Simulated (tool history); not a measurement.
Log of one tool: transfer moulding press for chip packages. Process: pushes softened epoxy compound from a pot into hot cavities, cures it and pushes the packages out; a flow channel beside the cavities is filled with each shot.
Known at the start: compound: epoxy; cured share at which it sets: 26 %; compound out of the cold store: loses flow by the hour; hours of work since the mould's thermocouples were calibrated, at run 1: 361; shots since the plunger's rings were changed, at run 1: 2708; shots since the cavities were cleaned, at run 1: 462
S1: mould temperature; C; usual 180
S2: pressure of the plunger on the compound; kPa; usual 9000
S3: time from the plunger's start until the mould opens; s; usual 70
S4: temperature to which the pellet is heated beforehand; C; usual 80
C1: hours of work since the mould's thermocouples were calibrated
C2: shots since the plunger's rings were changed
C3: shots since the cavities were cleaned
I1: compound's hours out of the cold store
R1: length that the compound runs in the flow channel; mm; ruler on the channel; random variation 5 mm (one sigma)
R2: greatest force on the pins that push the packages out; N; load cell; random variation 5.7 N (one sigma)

Run 1, hour 0.0: usual settings; C1 361; C2 2708; C3 462; I1 37.4. Result: R1 702 mm, R2 212 N.
Run 2, hour 13.2: usual settings but S1 174 C; C1 367; C2 2836; C3 590; I1 37.4. Result: R1 722 mm, R2 277 N.
At hour 17.1: cavities cleaned with cleaning compound and waxed.
Run 3, hour 33.9: usual settings but S1 174 C; C1 375; C2 3023; C3 163; I1 14.6. Result: R1 837 mm, R2 310 N.
Run 4, hour 53.8: usual settings; C1 384; C2 3217; C3 357; I1 8.3. Result: R1 856 mm, R2 219 N.
At hour 61.1: plunger's sealing rings changed.
Run 5, hour 79.0: usual settings; C1 394; C2 175; C3 578; I1 38.6. Result: R1 693 mm, R2 207 N.
At hour 83.0: cavities cleaned with cleaning compound and waxed.
Run 6, hour 95.8: usual settings; C1 401; C2 324; C3 125; I1 10.8. Result: R1 839 mm, R2 206 N.
Run 7, hour 119.3: usual settings; C1 412; C2 553; C3 354; I1 31.6. Result: R1 734 mm, R2 218 N.
Run 8, hour 144.5: usual settings; C1 423; C2 797; C3 598; I1 17.6. Result: R1 811 mm, R2 208 N.
At hour 148.5: cavities cleaned with cleaning compound and waxed.
Run 9, hour 173.4: usual settings; C1 436; C2 1065; C3 243; I1 35.8. Result: R1 715 mm, R2 199 N.
Run 10, hour 199.2: usual settings; C1 447; C2 1315; C3 493; I1 13.6. Result: R1 811 mm, R2 221 N.
At hour 212.3: cavities cleaned with cleaning compound and waxed.
Run 11, hour 226.4: usual settings; C1 459; C2 1566; C3 138; I1 37.3. Result: R1 708 mm, R2 206 N.
Run 12, hour 247.4: usual settings; C1 468; C2 1770; C3 342; I1 33.6. Result: R1 721 mm, R2 207 N.
Run 13, hour 263.7: usual settings but S2 7760 kPa; C1 476; C2 1929; C3 501; I1 11.7. Result: R1 770 mm, R2 222 N.
At hour 276.3: cavities cleaned with cleaning compound and waxed.
Run 14, hour 277.3: usual settings but S2 7760 kPa; C1 481; C2 2046; C3 9; I1 32.4. Result: R1 671 mm, R2 203 N.
Run 15, hour 300.6: usual settings; C1 491; C2 2273; C3 236; I1 42.6. Result: R1 679 mm, R2 208 N.
Run 16, hour 327.8: usual settings; C1 504; C2 2538; C3 501; I1 41.7. Result: R1 690 mm, R2 205 N.
At hour 340.3: cavities cleaned with cleaning compound and waxed.
Run 17, hour 356.3: usual settings but S4 78 C; C1 516; C2 2801; C3 155; I1 22.8. Result: R1 781 mm, R2 220 N.
Run 18, hour 369.2: usual settings; C1 522; C2 2927; C3 281; I1 9.1. Result: R1 846 mm, R2 211 N.
Run 19, hour 389.9: usual settings; C1 531; C2 3128; C3 482; I1 8.6. Result: R1 834 mm, R2 229 N.
At hour 395.9: mould's thermocouples calibrated.
At hour 405.6: cavities cleaned with cleaning compound and waxed.
At hour 410.3: plunger's sealing rings changed.
Run 20, hour 420.2: usual settings but S3 51 s, S4 74 C; C1 9; C2 97; C3 119; I1 8.7. Result: R1 843 mm, R2 433 N.
Run 21, hour 442.3: usual settings but S4 85 C; C1 19; C2 311; C3 333; I1 43.0. Result: R1 676 mm, R2 221 N.
Run 22, hour 467.1: usual settings but S1 175 C, S2 7770 kPa, S4 85 C; C1 30; C2 553; C3 575; I1 24.1. Result: R1 724 mm, R2 269 N.
At hour 472.3: cavities cleaned with cleaning compound and waxed.
Run 23, hour 488.8: usual settings but S2 9810 kPa, S3 107 s, S4 86 C; C1 39; C2 750; C3 161; I1 43.7. Result: R1 701 mm, R2 183 N.

The next listed run, before its measurement:
Run 24, hour 508.8: usual settings but S2 7170 kPa, S4 81 C; C1 48; C2 945; C3 356; I1 10.2. Result: R1 ?, R2 ?.

{"run 24": {"R1": 746, "R2": 231}}
Without the tool's hidden state the same run would have given R1 747 mm, R2 227 N.
